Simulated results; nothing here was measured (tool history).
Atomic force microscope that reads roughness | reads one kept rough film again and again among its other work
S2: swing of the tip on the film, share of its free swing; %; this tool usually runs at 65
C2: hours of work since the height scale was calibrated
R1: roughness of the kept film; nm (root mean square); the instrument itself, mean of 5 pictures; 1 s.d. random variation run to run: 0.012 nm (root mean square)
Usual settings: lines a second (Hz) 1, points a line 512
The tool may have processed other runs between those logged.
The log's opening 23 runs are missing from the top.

{"run": 24, "hour": 203.6, "lines a second (Hz)": 1, "S2": 65, "points a line": 545, "pictures with this tip": 155, "C2": 118, "R1": 2.834}
{"run": 25, "hour": 215.9, "lines a second (Hz)": 1, "S2": 65, "points a line": 512, "pictures with this tip": 166, "C2": 125, "R1": 2.845}
{"run": 26, "hour": 226.4, "lines a second (Hz)": 1, "S2": 65, "points a line": 512, "pictures with this tip": 175, "C2": 130, "R1": 2.849}
{"run": 27, "hour": 234.3, "lines a second (Hz)": 1, "S2": 65, "points a line": 512, "pictures with this tip": 182, "C2": 135, "R1": 2.843}
{"run": 28, "hour": 244.3, "lines a second (Hz)": 1, "S2": 65, "points a line": 512, "pictures with this tip": 191, "C2": 140, "R1": 2.819}
{"run": 29, "hour": 254.3, "lines a second (Hz)": 3.65, "S2": 59, "points a line": 512, "pictures with this tip": 200, "C2": 146, "R1": 2.746}
{"run": 30, "hour": 259.7, "lines a second (Hz)": 3.65, "S2": 59, "points a line": 512, "pictures with this tip": 205, "C2": 149, "R1": 2.738}
{"run": 31, "hour": 270.3, "lines a second (Hz)": 3.97, "S2": 59, "points a line": 351, "pictures with this tip": 214, "C2": 154, "R1": 2.716}
{"run": 32, "hour": 283.0, "lines a second (Hz)": 1.51, "S2": 70, "points a line": 512, "pictures with this tip": 225, "C2": 161, "R1": 2.761}
{"run": 33, "hour": 288.5, "lines a second (Hz)": 1.51, "S2": 70, "points a line": 512, "pictures with this tip": 230, "C2": 164, "R1": 2.742}
{"run": 34, "hour": 294.5, "lines a second (Hz)": 2.38, "S2": 70, "points a line": 512, "pictures with this tip": 236, "C2": 167, "R1": 2.664}
{"run": 35, "hour": 303.6, "lines a second (Hz)": 2.38, "S2": 70, "points a line": 512, "pictures with this tip": 244, "C2": 172, "R1": 2.652}
{"run": 36, "hour": 314.7, "lines a second (Hz)": 2.38, "S2": 70, "points a line": 512, "pictures with this tip": 253, "C2": 179, "R1": 2.697}
{"run": 37, "hour": 326.5, "lines a second (Hz)": 2.38, "S2": 70, "points a line": 512, "pictures with this tip": 264, "C2": 185, "R1": 2.657}
{"run": 38, "hour": 333.5, "lines a second (Hz)": 3.61, "S2": 79, "points a line": 512, "pictures with this tip": 270, "C2": 189, "R1": 2.374}
{"run": 39, "hour": 344.4, "lines a second (Hz)": 3.04, "S2": 68, "points a line": 257, "pictures with this tip": 280, "C2": 195, "R1": 2.617}
{"run": 40, "hour": 352.3, "lines a second (Hz)": 3.04, "S2": 68, "points a line": 257, "pictures with this tip": 287, "C2": 199, "R1": 2.624}
{"run": 41, "hour": 360.2, "lines a second (Hz)": 1.68, "S2": 66, "points a line": 334, "pictures with this tip": 294, "C2": 203, "R1": 2.776}
{"run": 42, "hour": 366.6, "lines a second (Hz)": 0.7, "S2": 66, "points a line": 468, "pictures with this tip": 299, "C2": 207, "R1": 2.836}
{"run": 43, "hour": 374.0, "lines a second (Hz)": 1.77, "S2": 65, "points a line": 512, "pictures with this tip": 306, "C2": 211, "R1": 2.784}
{"hour": 375.7, "done": "new tip fitted"}
{"run": 44, "hour": 383.4, "lines a second (Hz)": 1.69, "S2": 75, "points a line": 363, "pictures with this tip": 7, "C2": 216, "R1": 2.685}
{"run": 45, "hour": 390.3, "lines a second (Hz)": 1.69, "S2": 75, "points a line": 363, "pictures with this tip": 13, "C2": 220, "R1": 2.689}
{"run": 46, "hour": 397.7, "lines a second (Hz)": 1.3, "S2": 63, "points a line": 533, "pictures with this tip": 20, "C2": 224, "R1": 2.841}
{"run": 47, "hour": 408.8, "lines a second (Hz)": 1, "S2": 65, "points a line": 993, "pictures with this tip": 29, "C2": 230, "R1": 2.844}

Estimate the outcome of run 48 from the log above:
{"run": 48, "hour": 420.4, "lines a second (Hz)": 1.78, "S2": 63, "points a line": 376, "pictures with this tip": 40, "C2": 236, "R1": "?"}

{"run 48": {"R1": 2.79}}
With the hidden condition absent and the run-to-run variation left alone, this run would have shown R1 2.792 nm (root mean square).
